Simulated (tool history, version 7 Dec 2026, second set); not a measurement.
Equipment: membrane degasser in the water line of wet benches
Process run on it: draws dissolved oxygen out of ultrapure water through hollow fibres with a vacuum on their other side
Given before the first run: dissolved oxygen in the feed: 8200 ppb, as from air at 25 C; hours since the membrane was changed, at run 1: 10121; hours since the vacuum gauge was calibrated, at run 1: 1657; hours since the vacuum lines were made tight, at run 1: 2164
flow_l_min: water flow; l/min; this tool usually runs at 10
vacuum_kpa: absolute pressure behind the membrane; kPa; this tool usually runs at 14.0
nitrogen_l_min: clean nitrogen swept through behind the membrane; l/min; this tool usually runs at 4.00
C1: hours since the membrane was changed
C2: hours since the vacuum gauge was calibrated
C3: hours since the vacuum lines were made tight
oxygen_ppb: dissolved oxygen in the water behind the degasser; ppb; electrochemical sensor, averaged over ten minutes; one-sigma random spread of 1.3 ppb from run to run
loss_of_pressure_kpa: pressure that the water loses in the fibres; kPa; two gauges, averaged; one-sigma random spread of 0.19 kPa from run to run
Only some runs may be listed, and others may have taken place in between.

{"run": 1, "hour": 0.0, "flow_l_min": 10, "vacuum_kpa": 14.0, "nitrogen_l_min": 4.0, "C1": 10121, "C2": 1657, "C3": 2164, "oxygen_ppb": 146.1, "loss_of_pressure_kpa": 42.17}
{"run": 2, "hour": 237.3, "flow_l_min": 10, "vacuum_kpa": 14.0, "nitrogen_l_min": 4.0, "C1": 10358, "C2": 1894, "C3": 2401, "oxygen_ppb": 148.9, "loss_of_pressure_kpa": 42.47}
{"run": 3, "hour": 483.3, "flow_l_min": 10, "vacuum_kpa": 14.0, "nitrogen_l_min": 4.0, "C1": 10604, "C2": 2140, "C3": 2647, "oxygen_ppb": 149.0, "loss_of_pressure_kpa": 42.42}
{"run": 4, "hour": 705.9, "flow_l_min": 10, "vacuum_kpa": 14.0, "nitrogen_l_min": 4.0, "C1": 10826, "C2": 2363, "C3": 2870, "oxygen_ppb": 148.2, "loss_of_pressure_kpa": 42.49}
{"run": 5, "hour": 940.2, "flow_l_min": 12, "vacuum_kpa": 14.0, "nitrogen_l_min": 4.0, "C1": 11061, "C2": 2597, "C3": 3104, "oxygen_ppb": 205.8, "loss_of_pressure_kpa": 50.75}
{"run": 6, "hour": 1174.2, "flow_l_min": 10, "vacuum_kpa": 14.0, "nitrogen_l_min": 4.0, "C1": 11295, "C2": 2831, "C3": 3338, "oxygen_ppb": 150.5, "loss_of_pressure_kpa": 42.5}
{"run": 7, "hour": 1392.2, "flow_l_min": 10, "vacuum_kpa": 14.0, "nitrogen_l_min": 4.0, "C1": 11513, "C2": 3049, "C3": 3556, "oxygen_ppb": 150.5, "loss_of_pressure_kpa": 42.3}
{"run": 8, "hour": 1660.1, "flow_l_min": 10, "vacuum_kpa": 14.0, "nitrogen_l_min": 4.0, "C1": 11781, "C2": 3317, "C3": 3824, "oxygen_ppb": 154.2, "loss_of_pressure_kpa": 42.47}
{"run": 9, "hour": 1828.2, "flow_l_min": 10, "vacuum_kpa": 14.0, "nitrogen_l_min": 4.0, "C1": 11949, "C2": 3485, "C3": 3992, "oxygen_ppb": 151.3, "loss_of_pressure_kpa": 42.7}
{"run": 10, "hour": 2158.3, "flow_l_min": 10, "vacuum_kpa": 14.0, "nitrogen_l_min": 4.0, "C1": 12279, "C2": 3815, "C3": 4322, "oxygen_ppb": 153.4, "loss_of_pressure_kpa": 42.37}
{"run": 11, "hour": 2400.3, "flow_l_min": 10, "vacuum_kpa": 14.0, "nitrogen_l_min": 4.0, "C1": 12521, "C2": 4057, "C3": 4564, "oxygen_ppb": 155.4, "loss_of_pressure_kpa": 42.59}
{"run": 12, "hour": 2607.8, "flow_l_min": 10, "vacuum_kpa": 14.0, "nitrogen_l_min": 4.0, "C1": 12728, "C2": 4265, "C3": 4771, "oxygen_ppb": 156.6, "loss_of_pressure_kpa": 42.68}
{"run": 13, "hour": 2805.0, "flow_l_min": 10, "vacuum_kpa": 14.0, "nitrogen_l_min": 4.0, "C1": 12926, "C2": 4462, "C3": 4969, "oxygen_ppb": 155.2, "loss_of_pressure_kpa": 42.62}
{"run": 14, "hour": 3045.3, "flow_l_min": 10, "vacuum_kpa": 14.0, "nitrogen_l_min": 3.87, "C1": 13166, "C2": 4702, "C3": 5209, "oxygen_ppb": 160.4, "loss_of_pressure_kpa": 42.65}
{"hour": 3061.1, "done": "vacuum gauge calibrated"}
{"run": 15, "hour": 3211.7, "flow_l_min": 10, "vacuum_kpa": 14.0, "nitrogen_l_min": 3.87, "C1": 13332, "C2": 151, "C3": 5375, "oxygen_ppb": 161.1, "loss_of_pressure_kpa": 42.92}
{"run": 16, "hour": 3412.3, "flow_l_min": 10, "vacuum_kpa": 14.0, "nitrogen_l_min": 3.87, "C1": 13532, "C2": 351, "C3": 5575, "oxygen_ppb": 161.5, "loss_of_pressure_kpa": 42.76}
{"hour": 3623.6, "done": "vacuum gauge calibrated, once more"}
{"run": 17, "hour": 3641.1, "flow_l_min": 10, "vacuum_kpa": 25.4, "nitrogen_l_min": 4.0, "C1": 13761, "C2": 17, "C3": 5804, "oxygen_ppb": 225.4, "loss_of_pressure_kpa": 43.04}
{"run": 18, "hour": 3920.3, "flow_l_min": 9, "vacuum_kpa": 25.4, "nitrogen_l_min": 5.79, "C1": 14040, "C2": 297, "C3": 6083, "oxygen_ppb": 157.2, "loss_of_pressure_kpa": 38.6}
{"run": 19, "hour": 4174.8, "flow_l_min": 8, "vacuum_kpa": 25.4, "nitrogen_l_min": 8.1, "C1": 14294, "C2": 551, "C3": 6337, "oxygen_ppb": 104.2, "loss_of_pressure_kpa": 34.69}
{"run": 20, "hour": 4493.0, "flow_l_min": 8, "vacuum_kpa": 25.4, "nitrogen_l_min": 8.1, "C1": 14612, "C2": 869, "C3": 6656, "oxygen_ppb": 106.3, "loss_of_pressure_kpa": 34.54}
{"run": 21, "hour": 4846.8, "flow_l_min": 13, "vacuum_kpa": 9.8, "nitrogen_l_min": 1.61, "C1": 14966, "C2": 1223, "C3": 7009, "oxygen_ppb": 287.5, "loss_of_pressure_kpa": 55.88}
{"run": 22, "hour": 5026.8, "flow_l_min": 13, "vacuum_kpa": 9.8, "nitrogen_l_min": 1.61, "C1": 15146, "C2": 1403, "C3": 7189, "oxygen_ppb": 295.0, "loss_of_pressure_kpa": 56.19}
{"run": 23, "hour": 5263.4, "flow_l_min": 9, "vacuum_kpa": 9.8, "nitrogen_l_min": 3.6, "C1": 15383, "C2": 1640, "C3": 7426, "oxygen_ppb": 109.9, "loss_of_pressure_kpa": 38.79}
{"run": 24, "hour": 5565.9, "flow_l_min": 7, "vacuum_kpa": 25.0, "nitrogen_l_min": 7.77, "C1": 15685, "C2": 1942, "C3": 7729, "oxygen_ppb": 86.0, "loss_of_pressure_kpa": 30.43}
{"hour": 5626.5, "done": "membrane cartridge changed"}
{"hour": 5758.9, "done": "seals of the vacuum lines changed"}
{"run": 25, "hour": 5844.3, "flow_l_min": 15, "vacuum_kpa": 20.3, "nitrogen_l_min": 1.69, "C1": 216, "C2": 2215, "C3": 85, "oxygen_ppb": 511.1, "loss_of_pressure_kpa": 61.66}
{"run": 26, "hour": 6181.2, "flow_l_min": 15, "vacuum_kpa": 21.8, "nitrogen_l_min": 2.25, "C1": 553, "C2": 2552, "C3": 422, "oxygen_ppb": 453.7, "loss_of_pressure_kpa": 60.58}
{"run": 27, "hour": 6377.1, "flow_l_min": 12, "vacuum_kpa": 14.0, "nitrogen_l_min": 4.0, "C1": 749, "C2": 2748, "C3": 618, "oxygen_ppb": 187.4, "loss_of_pressure_kpa": 48.46}
{"run": 28, "hour": 6595.5, "flow_l_min": 12, "vacuum_kpa": 14.0, "nitrogen_l_min": 4.0, "C1": 967, "C2": 2966, "C3": 837, "oxygen_ppb": 187.3, "loss_of_pressure_kpa": 48.51}
{"run": 29, "hour": 6933.4, "flow_l_min": 12, "vacuum_kpa": 14.0, "nitrogen_l_min": 4.0, "C1": 1305, "C2": 3304, "C3": 1174, "oxygen_ppb": 185.6, "loss_of_pressure_kpa": 48.52}
{"run": 30, "hour": 7128.8, "flow_l_min": 10, "vacuum_kpa": 23.6, "nitrogen_l_min": 2.52, "C1": 1500, "C2": 3499, "C3": 1370, "oxygen_ppb": 262.0, "loss_of_pressure_kpa": 40.3}
{"run": 31, "hour": 7444.0, "flow_l_min": 10, "vacuum_kpa": 17.7, "nitrogen_l_min": 4.0, "C1": 1815, "C2": 3814, "C3": 1685, "oxygen_ppb": 158.6, "loss_of_pressure_kpa": 40.7}
{"run": 32, "hour": 7766.0, "flow_l_min": 8, "vacuum_kpa": 25.3, "nitrogen_l_min": 3.99, "C1": 2138, "C2": 4136, "C3": 2007, "oxygen_ppb": 149.8, "loss_of_pressure_kpa": 32.25}

Each row is a separate what-if for the run after 32, all from the same tool condition, not one after another. Results?
{"run": "A", "hour": 8019.8, "flow_l_min": 8, "vacuum_kpa": 25.3, "nitrogen_l_min": 3.04, "C1": 2391, "C2": 4390, "C3": 2261, "oxygen_ppb": "?", "loss_of_pressure_kpa": "?"}
{"run": "B", "hour": 8019.8, "flow_l_min": 8, "vacuum_kpa": 11.4, "nitrogen_l_min": 3.99, "C1": 2391, "C2": 4390, "C3": 2261, "oxygen_ppb": "?", "loss_of_pressure_kpa": "?"}
{"run": "C", "hour": 8019.8, "flow_l_min": 10, "vacuum_kpa": 25.3, "nitrogen_l_min": 10.55, "C1": 2391, "C2": 4390, "C3": 2261, "oxygen_ppb": "?", "loss_of_pressure_kpa": "?"}

run=A oxygen_ppb=187.4 loss_of_pressure_kpa=32.66
run=B oxygen_ppb=78.1 loss_of_pressure_kpa=32.56
run=C oxygen_ppb=122.5 loss_of_pressure_kpa=40.54
Take away the tool's hidden state, keep each run's random variation, and the runs would have read:
run=A oxygen_ppb=178.8 loss_of_pressure_kpa=32.31
run=B oxygen_ppb=73.2 loss_of_pressure_kpa=32.22
run=C oxygen_ppb=117.0 loss_of_pressure_kpa=40.11
